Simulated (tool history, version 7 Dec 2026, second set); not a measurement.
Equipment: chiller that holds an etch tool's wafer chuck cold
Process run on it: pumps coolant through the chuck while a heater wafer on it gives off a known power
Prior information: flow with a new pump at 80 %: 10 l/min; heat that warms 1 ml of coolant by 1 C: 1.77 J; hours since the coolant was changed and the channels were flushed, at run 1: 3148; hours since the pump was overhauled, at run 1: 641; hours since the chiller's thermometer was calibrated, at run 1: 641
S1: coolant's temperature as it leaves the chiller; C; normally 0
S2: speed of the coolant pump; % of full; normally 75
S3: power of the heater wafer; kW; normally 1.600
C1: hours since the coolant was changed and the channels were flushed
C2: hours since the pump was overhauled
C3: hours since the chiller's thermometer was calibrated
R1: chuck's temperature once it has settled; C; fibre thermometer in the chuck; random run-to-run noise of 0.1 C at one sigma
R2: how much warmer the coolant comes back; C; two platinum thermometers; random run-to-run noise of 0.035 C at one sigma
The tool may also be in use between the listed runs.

run 1 hour=0.0 | S1=0 S2=75 S3=1.600 | C1=3148 C2=641 C3=641 | R1=19.4 R2=5.82
run 2 hour=39.3 | S1=0 S2=75 S3=1.600 | C1=3187 C2=680 C3=680 | R1=19.3 R2=5.81
run 3 hour=108.9 | S1=0 S2=75 S3=1.600 | C1=3257 C2=750 C3=750 | R1=19.5 R2=5.86
run 4 hour=193.4 | S1=0 S2=75 S3=1.600 | C1=3341 C2=834 C3=834 | R1=19.6 R2=5.92
run 5 hour=285.5 | S1=0 S2=75 S3=1.600 | C1=3433 C2=926 C3=926 | R1=19.7 R2=5.84
run 6 hour=334.2 | S1=0 S2=75 S3=1.600 | C1=3482 C2=975 C3=975 | R1=19.6 R2=5.92
run 7 hour=382.8 | S1=0 S2=75 S3=1.600 | C1=3531 C2=1024 C3=1024 | R1=19.7 R2=5.94
run 8 hour=441.3 | S1=0 S2=86 S3=1.600 | C1=3589 C2=1082 C3=1082 | R1=18.3 R2=5.08
run 9 hour=513.5 | S1=0 S2=75 S3=1.600 | C1=3661 C2=1154 C3=1154 | R1=19.7 R2=5.98
run 10 hour=563.3 | S1=-3 S2=75 S3=1.600 | C1=3711 C2=1204 C3=1204 | R1=16.8 R2=5.94
run 11 hour=601.3 | S1=0 S2=75 S3=1.706 | C1=3749 C2=1242 C3=1242 | R1=20.9 R2=6.35
-- hour=607.3 chiller's thermometer calibrated
run 12 hour=654.9 | S1=0 S2=75 S3=2.370 | C1=3802 C2=1295 C3=48 | R1=29.5 R2=8.81
-- hour=732.4 coolant changed, channels flushed
run 13 hour=745.5 | S1=0 S2=75 S3=2.370 | C1=13 C2=1379 C3=132 | R1=27.6 R2=8.82
-- hour=820.7 chiller's thermometer calibrated, once more
run 14 hour=835.4 | S1=-5 S2=80 S3=1.133 | C1=102 C2=1468 C3=15 | R1=7.5 R2=3.96
run 15 hour=927.2 | S1=-2 S2=68 S3=2.341 | C1=194 C2=1560 C3=107 | R1=26.7 R2=9.71
run 16 hour=1019.6 | S1=-8 S2=68 S3=0.929 | C1=286 C2=1653 C3=199 | R1=3.5 R2=3.83
run 17 hour=1067.7 | S1=4 S2=90 S3=1.920 | C1=334 C2=1701 C3=247 | R1=24.0 R2=5.97
run 18 hour=1153.8 | S1=0 S2=75 S3=2.233 | C1=420 C2=1787 C3=333 | R1=26.2 R2=8.42
run 19 hour=1214.8 | S1=0 S2=75 S3=2.233 | C1=481 C2=1848 C3=394 | R1=26.1 R2=8.35
run 20 hour=1252.7 | S1=0 S2=75 S3=2.233 | C1=519 C2=1886 C3=432 | R1=26.1 R2=8.43
run 21 hour=1330.8 | S1=0 S2=60 S3=0.991 | C1=597 C2=1964 C3=510 | R1=13.4 R2=4.79
run 22 hour=1422.6 | S1=0 S2=60 S3=0.991 | C1=689 C2=2056 C3=602 | R1=13.4 R2=4.73
run 23 hour=1508.1 | S1=-3 S2=84 S3=1.322 | C1=775 C2=2141 C3=687 | R1=11.6 R2=4.48
run 24 hour=1579.9 | S1=0 S2=65 S3=0.816 | C1=847 C2=2213 C3=759 | R1=10.8 R2=3.55
run 25 hour=1623.3 | S1=0 S2=87 S3=1.600 | C1=890 C2=2256 C3=803 | R1=17.4 R2=5.21

Measured result minus the same run's result without the hidden state. Both carry the same run-to-run variation, though not necessarily the same gauge scatter:
Unlogged tool condition in this case: heat passed by the chuck's channels, % of clean ones'; flow at a given pump speed, % of a new pump's; coolant's true temperature over the reading, C; drift of the gauge itself on chuck_c, C; drift of the gauge itself on warmer_back_c, C.
run=1 R1=+1.3 R2=+0.07
run=2 R1=+1.3 R2=+0.07
run=3 R1=+1.3 R2=+0.08
run=4 R1=+1.4 R2=+0.09
run=5 R1=+1.5 R2=+0.11
run=6 R1=+1.5 R2=+0.11
run=7 R1=+1.6 R2=+0.12
run=8 R1=+1.5 R2=+0.11
run=9 R1=+1.6 R2=+0.14
run=10 R1=+1.6 R2=+0.15
run=11 R1=+1.8 R2=+0.15
run=12 R1=+2.6 R2=+0.23
run=13 R1=+0.8 R2=+0.24
run=14 R1=+0.3 R2=+0.12
run=15 R1=+0.7 R2=+0.31
run=16 R1=+0.3 R2=+0.13
run=17 R1=+0.6 R2=+0.21
run=18 R1=+0.8 R2=+0.31
run=19 R1=+0.8 R2=+0.33
run=20 R1=+0.9 R2=+0.33
run=21 R1=+0.5 R2=+0.20
run=22 R1=+0.6 R2=+0.20
run=23 R1=+0.7 R2=+0.20
run=24 R1=+0.6 R2=+0.17
run=25 R1=+0.8 R2=+0.25

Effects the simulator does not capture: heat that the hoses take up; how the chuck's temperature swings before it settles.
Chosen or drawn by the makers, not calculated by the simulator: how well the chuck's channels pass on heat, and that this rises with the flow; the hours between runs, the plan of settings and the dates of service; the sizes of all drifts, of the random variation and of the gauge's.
